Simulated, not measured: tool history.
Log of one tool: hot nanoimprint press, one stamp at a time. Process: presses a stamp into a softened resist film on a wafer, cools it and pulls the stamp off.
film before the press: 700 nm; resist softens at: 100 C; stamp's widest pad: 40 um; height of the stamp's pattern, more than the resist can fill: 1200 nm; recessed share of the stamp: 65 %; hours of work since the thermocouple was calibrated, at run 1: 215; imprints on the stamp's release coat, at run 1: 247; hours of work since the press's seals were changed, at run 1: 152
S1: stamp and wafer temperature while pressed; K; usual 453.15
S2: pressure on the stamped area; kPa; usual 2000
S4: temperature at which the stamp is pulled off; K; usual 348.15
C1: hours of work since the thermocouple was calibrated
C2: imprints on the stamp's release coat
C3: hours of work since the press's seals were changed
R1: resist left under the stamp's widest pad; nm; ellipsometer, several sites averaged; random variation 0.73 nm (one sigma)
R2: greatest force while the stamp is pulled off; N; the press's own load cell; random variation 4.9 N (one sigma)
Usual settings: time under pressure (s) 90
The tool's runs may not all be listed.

Run 1, day 0: usual settings; C1 215; C2 247; C3 152. Result: R1 374.4 nm, R2 250 N.
Run 2, day 0.354: usual settings but S1 442.15 K; C1 221; C2 286; C3 158. Result: R1 556.5 nm, R2 245 N.
Run 3, day 0.596: usual settings but S4 336.15 K; C1 224; C2 313; C3 161. Result: R1 374.1 nm, R2 354 N.
Run 4, day 0.992: usual settings but S4 336.15 K; C1 230; C2 357; C3 167. Result: R1 373.8 nm, R2 353 N.
Run 5, day 1.433: usual settings but S4 336.15 K; C1 237; C2 405; C3 174. Result: R1 374.7 nm, R2 363 N.
Run 6, day 1.729: usual settings but S4 345.15 K; C1 241; C2 438; C3 178. Result: R1 374.8 nm, R2 283 N.
Run 7, day 2.129: usual settings but S2 1740 kPa, S4 345.15 K; C1 247; C2 482; C3 184. Result: R1 393.2 nm, R2 281 N.
Run 8, day 2.35: usual settings but S2 1740 kPa, S4 345.15 K; C1 251; C2 506; C3 188. Result: R1 394.1 nm, R2 281 N.
Run 9, day 2.633: usual settings but S1 452.15 K, S2 1740 kPa, S4 345.15 K; C1 255; C2 538; C3 192. Result: R1 409.2 nm, R2 289 N.
Run 10, day 2.929: usual settings but S1 461.15 K; C1 260; C2 570; C3 196. Result: R1 260.5 nm, R2 267 N.
Run 11, day 3.233: usual settings but S1 461.15 K; C1 264; C2 604; C3 201. Result: R1 259.9 nm, R2 266 N.
At day 3.4: plate thermocouple calibrated.
Run 12, day 3.671: usual settings but S1 461.15 K; C1 4; C2 638; C3 206. Result: R1 258.5 nm, R2 260 N.
Run 13, day 3.975: usual settings; C1 9; C2 672; C3 210. Result: R1 371.4 nm, R2 273 N.
Run 14, day 4.158: usual settings; C1 11; C2 692; C3 213. Result: R1 372.2 nm, R2 273 N.
Run 15, day 4.496: usual settings but S2 1810 kPa; C1 17; C2 729; C3 218. Result: R1 385.9 nm, R2 279 N.
Run 16, day 4.921: usual settings but S2 1680 kPa, time under pressure (s) 152; C1 23; C2 776; C3 224. Result: R1 327.4 nm, R2 283 N.
Run 17, day 5.225: usual settings but S1 463.15 K, time under pressure (s) 46; C1 28; C2 810; C3 229. Result: R1 311.8 nm, R2 283 N.
At day 5.475: plate thermocouple calibrated, once more.
Run 18, day 5.779: usual settings but S1 463.15 K, time under pressure (s) 86, S4 335.15 K; C1 5; C2 857; C3 236. Result: R1 244.9 nm, R2 396 N.
Run 19, day 6.008: usual settings but S1 452.15 K, S2 1560 kPa, time under pressure (s) 46, S4 333.15 K; C1 8; C2 883; C3 239. Result: R1 513.1 nm, R2 425 N.
Run 20, day 6.3: usual settings but S1 452.15 K, S2 1560 kPa, time under pressure (s) 46, S4 333.15 K; C1 12; C2 914; C3 243. Result: R1 515.1 nm, R2 421 N.
Run 21, day 6.525: usual settings but S1 452.15 K, S2 2720 kPa, time under pressure (s) 46, S4 337.15 K; C1 16; C2 939; C3 247. Result: R1 440.7 nm, R2 380 N.
Run 22, day 6.733: usual settings but time under pressure (s) 118; C1 19; C2 962; C3 250. Result: R1 341.8 nm, R2 300 N.
Run 23, day 7.075: usual settings but S1 461.15 K, S2 1310 kPa; C1 24; C2 1000; C3 255. Result: R1 315.3 nm, R2 285 N.
Run 24, day 7.371: usual settings but S1 461.15 K, S2 1310 kPa; C1 29; C2 1032; C3 259. Result: R1 315 nm, R2 295 N.
Run 25, day 7.554: usual settings but S1 454.15 K, S2 2880 kPa; C1 31; C2 1053; C3 262. Result: R1 314 nm, R2 288 N.
Run 26, day 7.842: usual settings but S1 454.15 K, S2 2880 kPa; C1 36; C2 1084; C3 267. Result: R1 311.9 nm, R2 296 N.
Run 27, day 8.233: usual settings but S4 341.15 K; C1 42; C2 1128; C3 273. Result: R1 376.1 nm, R2 358 N.
Run 28, day 8.504: usual settings but S4 341.15 K; C1 46; C2 1158; C3 277. Result: R1 377.6 nm, R2 364 N.
Run 29, day 8.721: usual settings but S4 341.15 K; C1 49; C2 1182; C3 280. Result: R1 377.4 nm, R2 352 N.
Run 30, day 8.962: usual settings but S1 449.15 K, time under pressure (s) 105, S4 335.15 K; C1 53; C2 1208; C3 284. Result: R1 423.2 nm, R2 408 N.

Forecast each of these 4 alternatives for the next run:
Run A, day 9.388: usual settings but S1 444.15 K, S2 3140 kPa, S4 346.15 K; C1 59; C2 1255; C3 290. Result: R1 ?, R2 ?.
Run B, day 9.388: usual settings but S1 449.15 K, S2 1930 kPa, time under pressure (s) 105, S4 335.15 K; C1 59; C2 1255; C3 290. Result: R1 ?, R2 ?.
Run C, day 9.388: usual settings but S1 444.15 K, S2 2010 kPa, S4 350.15 K; C1 59; C2 1255; C3 290. Result: R1 ?, R2 ?.
Run D, day 9.388: usual settings but S1 449.15 K, S2 1270 kPa, time under pressure (s) 170, S4 335.15 K; C1 59; C2 1255; C3 290. Result: R1 ?, R2 ?.

run     R1   R2
  A    472  327
  B  428.6  431
  C    527  294
  D  422.8  432
Without the tool's hidden state the same runs would have given:
run     R1   R2
  A    478  257
  B  434.7  338
  C  532.6  232
  D    429  339

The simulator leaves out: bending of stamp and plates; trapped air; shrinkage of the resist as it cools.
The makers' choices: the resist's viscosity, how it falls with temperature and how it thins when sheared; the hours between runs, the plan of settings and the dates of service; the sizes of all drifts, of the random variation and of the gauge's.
